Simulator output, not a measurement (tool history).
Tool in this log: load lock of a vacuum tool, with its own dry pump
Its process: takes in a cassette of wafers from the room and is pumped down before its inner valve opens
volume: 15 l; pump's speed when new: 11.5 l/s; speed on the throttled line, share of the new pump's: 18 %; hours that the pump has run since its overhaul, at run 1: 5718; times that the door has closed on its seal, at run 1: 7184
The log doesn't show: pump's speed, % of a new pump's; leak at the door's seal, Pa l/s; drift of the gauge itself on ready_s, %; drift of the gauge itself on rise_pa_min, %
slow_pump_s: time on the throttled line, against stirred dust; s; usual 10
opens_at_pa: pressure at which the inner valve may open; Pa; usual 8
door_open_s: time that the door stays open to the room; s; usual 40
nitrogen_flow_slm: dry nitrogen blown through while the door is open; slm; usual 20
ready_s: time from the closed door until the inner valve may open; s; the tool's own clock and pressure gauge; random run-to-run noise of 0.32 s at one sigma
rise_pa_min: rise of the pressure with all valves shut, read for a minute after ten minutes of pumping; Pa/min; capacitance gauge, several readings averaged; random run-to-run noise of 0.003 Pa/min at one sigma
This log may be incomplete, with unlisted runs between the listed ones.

run	hour	slow_pump_s	opens_at_pa	door_open_s	nitrogen_flow_slm	hours that the pump has run since its overhaul	times that the door has closed on its seal	incoming humidity of the room's air, %	ready_s	rise_pa_min
1	0.0	10	8	40	20	5718	7184	48.5	22.2	0.106
2	101.1	10	8	40	10	5819	7465	45.8	23.5	0.111
3	160.3	10	8	40	11	5878	7630	42.5	23.3	0.108
4	228.2	10	8	29	11	5946	7818	46.1	22.8	0.102
5	315.1	10	8	29	11	6033	8060	42.9	22.6	0.102
6	373.9	14	8	29	11	6092	8223	42.7	26.7	0.107
7	457.1	14	8	29	20	6175	8455	46.6	25.3	0.109
8	560.2	14	8	29	20	6278	8741	46.3	25.5	0.106
9	669.0	14	8	29	20	6387	9043	45.4	25.4	0.110
10	726.5	10	8	40	20	6444	9203	46.9	22.5	0.124
11	797.2	10	8	40	20	6515	9400	46.8	22.8	0.131
12	874.1	10	8	40	20	6592	9613	49.7	23.0	0.133
13	952.3	10	8	40	20	6670	9830	48.4	23.0	0.138
14	1024.0	10	8	40	20	6742	10030	42.8	22.9	0.130
15	1101.5	10	8	105	20	6819	10245	43.5	23.0	0.175
16	1152.0	10	8	105	20	6870	10385	47.3	23.1	0.177
17	1212.0	10	8	105	20	6930	10552	43.0	22.9	0.179
18	1293.7	6	8	105	20	7011	10779	43.4	19.3	0.180
19	1404.6	10	8	40	20	7122	11087	45.3	23.4	0.151
20	1517.8	10	7	40	20	7235	11402	47.4	23.4	0.150
21	1600.4	10	8	40	20	7318	11631	44.6	22.9	0.156
22	1676.4	10	8	212	24	7394	11843	43.6	23.1	0.246
23	1734.5	10	11	212	10	7452	12004	44.8	22.3	0.279
24	1802.2	11	13	40	26	7520	12192	45.5	23.2	0.165
25	1895.8	11	13	40	26	7613	12452	47.4	23.1	0.172
26	1983.2	10	8	29	6	7701	12695	46.0	23.4	0.173
27	2044.0	15	13	62	20	7762	12864	47.4	26.2	0.190
28	2152.5	8	13	52	20	7870	13165	42.1	21.1	0.184
29	2239.5	8	13	52	20	7957	13407	41.6	21.3	0.191
30	2301.8	10	8	40	9	8019	13580	48.7	22.9	0.200
31	2407.8	10	8	40	9	8125	13875	43.1	23.1	0.203
32	2461.8	13	12	40	9	8179	14025	47.0	25.4	0.203
33	2534.1	13	12	26	32	8252	14226	44.6	24.5	0.183
34	2632.3	9	8	63	32	8350	14498	45.9	22.6	0.211
35	2684.7	18	8	26	24	8402	14644	45.7	29.7	0.190
36	2772.5	18	8	26	24	8490	14888	45.3	29.6	0.190

Estimate the outcome of run 37 from the log above:
37	2834.6	10	8	40	18	8552	15061	44.0	?	?

{"run 37": {"ready_s": 23.2, "rise_pa_min": 0.209}}
Minus the tool's unlogged condition, the same run would have read ready_s 20.3 s, rise_pa_min 0.044 Pa/min.
